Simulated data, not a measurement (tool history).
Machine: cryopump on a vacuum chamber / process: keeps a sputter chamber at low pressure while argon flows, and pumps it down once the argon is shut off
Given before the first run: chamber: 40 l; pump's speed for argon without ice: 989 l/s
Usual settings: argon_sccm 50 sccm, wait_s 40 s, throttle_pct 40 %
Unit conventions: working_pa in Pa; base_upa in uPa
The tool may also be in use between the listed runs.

run 1 hour=0.0 | argon_sccm=50 wait_s=40 throttle_pct=40 | working_pa=0.2341 base_upa=3.19
run 2 hour=34.4 | argon_sccm=50 wait_s=40 throttle_pct=40 | working_pa=0.2346 base_upa=3.21
run 3 hour=56.3 | argon_sccm=50 wait_s=40 throttle_pct=40 | working_pa=0.2333 base_upa=3.19
run 4 hour=80.5 | argon_sccm=50 wait_s=40 throttle_pct=40 | working_pa=0.2348 base_upa=3.31
run 5 hour=107.3 | argon_sccm=50 wait_s=40 throttle_pct=40 | working_pa=0.2352 base_upa=3.35
run 6 hour=144.6 | argon_sccm=50 wait_s=40 throttle_pct=40 | working_pa=0.2158 base_upa=3.04
run 7 hour=177.9 | argon_sccm=50 wait_s=40 throttle_pct=40 | working_pa=0.2153 base_upa=3.09
run 8 hour=197.4 | argon_sccm=50 wait_s=40 throttle_pct=45 | working_pa=0.1920 base_upa=3.14
run 9 hour=220.3 | argon_sccm=50 wait_s=40 throttle_pct=19 | working_pa=0.4519 base_upa=3.23
run 10 hour=241.5 | argon_sccm=50 wait_s=23 throttle_pct=40 | working_pa=0.2186 base_upa=4.44
run 11 hour=266.3 | argon_sccm=50 wait_s=40 throttle_pct=40 | working_pa=0.2154 base_upa=3.22
run 12 hour=293.5 | argon_sccm=50 wait_s=40 throttle_pct=24 | working_pa=0.3622 base_upa=3.34
run 13 hour=321.0 | argon_sccm=50 wait_s=40 throttle_pct=24 | working_pa=0.3613 base_upa=3.20
run 14 hour=348.6 | argon_sccm=50 wait_s=40 throttle_pct=24 | working_pa=0.3620 base_upa=3.33
run 15 hour=374.8 | argon_sccm=50 wait_s=40 throttle_pct=24 | working_pa=0.3652 base_upa=3.47
run 16 hour=396.5 | argon_sccm=50 wait_s=40 throttle_pct=24 | working_pa=0.3622 base_upa=3.34
run 17 hour=426.8 | argon_sccm=20 wait_s=40 throttle_pct=24 | working_pa=0.1449 base_upa=3.53
run 18 hour=463.1 | argon_sccm=78 wait_s=38 throttle_pct=54 | working_pa=0.2604 base_upa=3.58
run 19 hour=483.2 | argon_sccm=50 wait_s=89 throttle_pct=40 | working_pa=0.2232 base_upa=2.65
run 20 hour=500.9 | argon_sccm=50 wait_s=40 throttle_pct=36 | working_pa=0.2475 base_upa=3.60
run 21 hour=529.1 | argon_sccm=98 wait_s=40 throttle_pct=36 | working_pa=0.4816 base_upa=3.52
run 22 hour=554.5 | argon_sccm=95 wait_s=21 throttle_pct=25 | working_pa=0.6673 base_upa=5.22
run 23 hour=593.3 | argon_sccm=42 wait_s=265 throttle_pct=20 | working_pa=0.3662 base_upa=2.29
run 24 hour=619.7 | argon_sccm=94 wait_s=33 throttle_pct=16 | working_pa=1.0269 base_upa=4.26
run 25 hour=646.2 | argon_sccm=31 wait_s=40 throttle_pct=34 | working_pa=0.1639 base_upa=3.81
run 26 hour=669.9 | argon_sccm=31 wait_s=40 throttle_pct=34 | working_pa=0.1630 base_upa=3.94
run 27 hour=704.8 | argon_sccm=22 wait_s=89 throttle_pct=40 | working_pa=0.0993 base_upa=3.02
run 28 hour=723.1 | argon_sccm=24 wait_s=94 throttle_pct=40 | working_pa=0.1097 base_upa=2.91
run 29 hour=761.3 | argon_sccm=31 wait_s=126 throttle_pct=19 | working_pa=0.2870 base_upa=2.95
run 30 hour=794.8 | argon_sccm=41 wait_s=97 throttle_pct=19 | working_pa=0.3826 base_upa=3.19
run 31 hour=814.4 | argon_sccm=92 wait_s=40 throttle_pct=33 | working_pa=0.5096 base_upa=4.16
run 32 hour=846.7 | argon_sccm=92 wait_s=40 throttle_pct=49 | working_pa=0.3565 base_upa=4.28
run 33 hour=876.3 | argon_sccm=92 wait_s=40 throttle_pct=49 | working_pa=0.3574 base_upa=4.34
run 34 hour=898.2 | argon_sccm=43 wait_s=270 throttle_pct=30 | working_pa=0.2623 base_upa=2.84

The log once held 1 entry between its listed runs, left out of this copy. Where does each go, and what is different about the tool's unlogged condition between the listed run before it and the listed run after it?
Runs 5 to 6: pump warmed up, emptied and cooled again (hour 121.3)
  pump's speed, % of a pump's without ice: 79.5 -> 99.3; leak into the chamber, uPa l/s: 1329 -> 1364
  measured less the result without the state, working_pa: +0.0227 -> +0.0012 Pa; base_upa: +1.40 -> +1.09 uPa
